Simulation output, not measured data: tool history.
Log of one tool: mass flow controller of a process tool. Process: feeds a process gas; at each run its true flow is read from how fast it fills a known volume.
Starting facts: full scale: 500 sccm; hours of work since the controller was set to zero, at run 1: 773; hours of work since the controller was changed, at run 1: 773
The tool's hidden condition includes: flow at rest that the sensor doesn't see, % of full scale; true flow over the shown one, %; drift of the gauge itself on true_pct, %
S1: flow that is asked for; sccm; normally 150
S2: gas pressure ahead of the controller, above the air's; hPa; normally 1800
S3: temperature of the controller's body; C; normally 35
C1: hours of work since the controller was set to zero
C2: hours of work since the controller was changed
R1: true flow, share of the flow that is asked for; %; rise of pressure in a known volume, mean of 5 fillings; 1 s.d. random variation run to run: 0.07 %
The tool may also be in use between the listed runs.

| run | hour | S1 | S2 | S3 | C1 | C2 | R1 |
|---|---|---|---|---|---|---|---|
| 1 | 0.0 | 150 | 1800 | 35 | 773 | 773 | 98.75 |
| 2 | 47.9 | 150 | 1800 | 35 | 802 | 802 | 98.77 |
| 3 | 101.4 | 150 | 1800 | 35 | 835 | 835 | 98.92 |
| 4 | 183.3 | 150 | 1800 | 35 | 886 | 886 | 98.86 |
| 5 | 232.4 | 150 | 1800 | 35 | 917 | 917 | 98.82 |
| 6 | 286.2 | 150 | 1800 | 29 | 950 | 950 | 98.52 |
| 7 | 364.6 | 150 | 1800 | 29 | 999 | 999 | 98.56 |
| 8 | 425.6 | 150 | 1800 | 29 | 1037 | 1037 | 98.46 |
| 9 | 513.0 | 150 | 1800 | 29 | 1091 | 1091 | 98.62 |
| 10 | 573.8 | 150 | 1800 | 29 | 1128 | 1128 | 98.67 |
| 11 | 677.4 | 150 | 1800 | 29 | 1193 | 1193 | 98.70 |
| 12 | 744.7 | 150 | 1800 | 29 | 1234 | 1234 | 98.66 |
| 13 | 801.3 | 150 | 1800 | 29 | 1269 | 1269 | 98.72 |
| 14 | 843.4 | 150 | 1800 | 29 | 1296 | 1296 | 98.75 |
| 15 | 905.9 | 150 | 1800 | 29 | 1334 | 1334 | 98.81 |
| 16 | 980.7 | 150 | 1800 | 29 | 1381 | 1381 | 98.81 |
| 17 | 1038.6 | 150 | 2140 | 29 | 1417 | 1417 | 99.02 |
| 18 | 1125.6 | 443 | 1800 | 35 | 1471 | 1471 | 100.90 |
| 19 | 1188.3 | 150 | 2070 | 35 | 1509 | 1509 | 99.65 |
| 20 | 1282.6 | 150 | 1800 | 35 | 1568 | 1568 | 99.39 |
| 21 | 1378.0 | 150 | 1800 | 35 | 1627 | 1627 | 99.54 |
| 22 | 1437.4 | 150 | 1800 | 35 | 1664 | 1664 | 99.46 |
| 23 | 1519.0 | 150 | 1480 | 35 | 1714 | 1714 | 99.26 |
| 24 | 1583.0 | 82 | 1760 | 37 | 1754 | 1754 | 99.34 |
| 25 | 1671.7 | 82 | 2360 | 37 | 1809 | 1809 | 99.79 |
| 26 | 1766.3 | 82 | 2360 | 37 | 1868 | 1868 | 99.78 |
| 27 | 1859.3 | 144 | 2300 | 27 | 1926 | 1926 | 99.57 |
| 28 | 1917.1 | 150 | 2580 | 21 | 1961 | 1961 | 99.36 |
| 29 | 1981.4 | 236 | 2120 | 24 | 2001 | 2001 | 99.68 |
| 30 | 2071.7 | 80 | 2120 | 24 | 2057 | 2057 | 99.03 |
| 31 | 2164.3 | 80 | 2120 | 24 | 2115 | 2115 | 99.04 |
| 32 | 2207.3 | 80 | 2120 | 24 | 2141 | 2141 | 99.12 |
| 33 | 2309.2 | 80 | 2120 | 24 | 2205 | 2205 | 99.17 |
| 34 | 2397.8 | 80 | 2120 | 24 | 2259 | 2259 | 99.09 |

Run 35 is up next; what results do you expect?
| 35 | 2445.9 | 80 | 2120 | 24 | 2289 | 2289 | ? |

{"run 35": {"R1": 99.05}}
Minus the tool's unlogged condition, the same run would have read R1 97.86 %.

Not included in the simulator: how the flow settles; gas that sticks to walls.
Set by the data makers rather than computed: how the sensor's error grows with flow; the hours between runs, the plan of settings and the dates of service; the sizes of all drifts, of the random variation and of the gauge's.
